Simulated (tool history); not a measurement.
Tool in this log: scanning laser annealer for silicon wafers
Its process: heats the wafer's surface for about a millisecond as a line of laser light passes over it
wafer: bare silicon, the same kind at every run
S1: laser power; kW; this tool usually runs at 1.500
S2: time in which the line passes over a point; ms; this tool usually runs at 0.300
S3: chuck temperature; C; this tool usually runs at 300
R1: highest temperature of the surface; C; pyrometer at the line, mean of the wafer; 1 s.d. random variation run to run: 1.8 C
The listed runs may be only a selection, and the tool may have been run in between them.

run	hour	S1	S2	S3	R1
1	0.0	1.500	0.300	300	1006
2	45.8	1.500	0.300	300	1005
3	87.3	1.500	0.300	300	1003
4	122.6	1.500	0.300	300	1000
5	153.6	1.500	0.300	300	1007
6	209.6	1.500	0.300	300	999
7	232.6	1.500	0.300	300	1001
8	259.7	1.500	0.212	300	893
9	311.2	1.500	0.212	328	920
10	335.8	1.500	0.212	328	921
11	367.1	1.500	0.212	328	919
# hour 373.9: window over the wafer cleaned
12	409.1	1.630	0.300	300	1052
13	440.0	1.630	0.300	300	1050
14	475.7	1.630	0.267	279	989
15	519.7	1.630	0.267	279	986
16	558.8	1.630	0.267	279	990
# hour 569.1: window over the wafer cleaned, once more
17	583.7	1.630	0.267	279	1013
18	628.3	1.369	0.300	284	935
19	671.4	1.594	0.294	329	1076
20	707.2	1.594	0.294	329	1078
21	755.9	1.594	0.294	329	1074
22	811.3	1.496	0.359	290	1060
23	855.4	1.496	0.359	290	1058

For run 24, what comes out?
24	905.8	1.357	0.359	290	?

Run 24 came out at R1 984 C.
Had the tool carried no hidden state, the very same run would have given R1 995 C.
